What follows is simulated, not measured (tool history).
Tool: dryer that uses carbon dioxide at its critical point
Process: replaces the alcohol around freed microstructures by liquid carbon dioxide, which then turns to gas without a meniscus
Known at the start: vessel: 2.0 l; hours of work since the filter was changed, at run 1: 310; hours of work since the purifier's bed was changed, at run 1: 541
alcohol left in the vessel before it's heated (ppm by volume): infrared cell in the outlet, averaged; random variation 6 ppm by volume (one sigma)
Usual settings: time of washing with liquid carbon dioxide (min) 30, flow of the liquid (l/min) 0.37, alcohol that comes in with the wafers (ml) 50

run,day,time of washing with liquid carbon dioxide (min),flow of the liquid (l/min),alcohol that comes in with the wafers (ml),hours of work since the filter was changed,hours of work since the purifier's bed was changed,alcohol left in the vessel before it's heated (ppm by volume)
1,0,30,0.37,50,310,541,428
2,1.571,30,0.37,50,335,566,448
3,2.483,30,0.37,50,349,581,442
4,3.329,30,0.37,50,363,595,460
5,4.617,30,0.37,50,384,615,477
6,6.458,30,0.37,50,413,645,500
7,7.617,30,0.37,50,432,663,490
8,9.554,30,0.37,50,463,695,540
9,10.962,30,0.338,50,486,717,710
# day 11.954: inlet filter changed
10,12.233,30,0.37,50,4,737,348
11,13.246,30,0.37,40,21,753,313
12,14.333,30,0.37,50,38,771,365
13,15.629,30,0.37,50,59,791,355
14,16.838,30,0.37,50,79,811,367
15,18.921,20,0.36,84,112,844,2346
16,20.254,30,0.37,74,133,866,512
17,21.142,30,0.37,74,148,880,538
18,22.717,30,0.45,50,173,905,243
19,24.483,30,0.45,26,201,934,199
20,25.371,30,0.232,62,216,948,2157
21,27.1,30,0.623,62,243,976,176
22,28.938,26,0.376,66,273,1005,840
23,29.825,18,0.37,50,287,1020,1970
24,31.117,18,0.37,50,308,1040,1959
25,32.454,18,0.37,50,329,1062,2021
26,33.404,32,0.361,55,345,1077,473
27,35.012,32,0.361,55,370,1103,509
28,36.896,32,0.361,55,401,1133,515

5 ways to go on from here, each from the tool as it stands after run 28. What would each give?
A,37.842,29,0.35,21,416,1148,?
B,37.842,33,0.408,81,416,1148,?
C,37.842,31,0.37,54,416,1148,?
D,37.842,28,0.361,39,416,1148,?
E,37.842,43,0.317,55,416,1148,?

run,alcohol left in the vessel before it's heated (ppm by volume)
A,424
B,429
C,552
D,610
E,360
Without the tool's hidden state the same runs would have given:
run,alcohol left in the vessel before it's heated (ppm by volume)
A,150
B,130
C,211
D,258
E,91
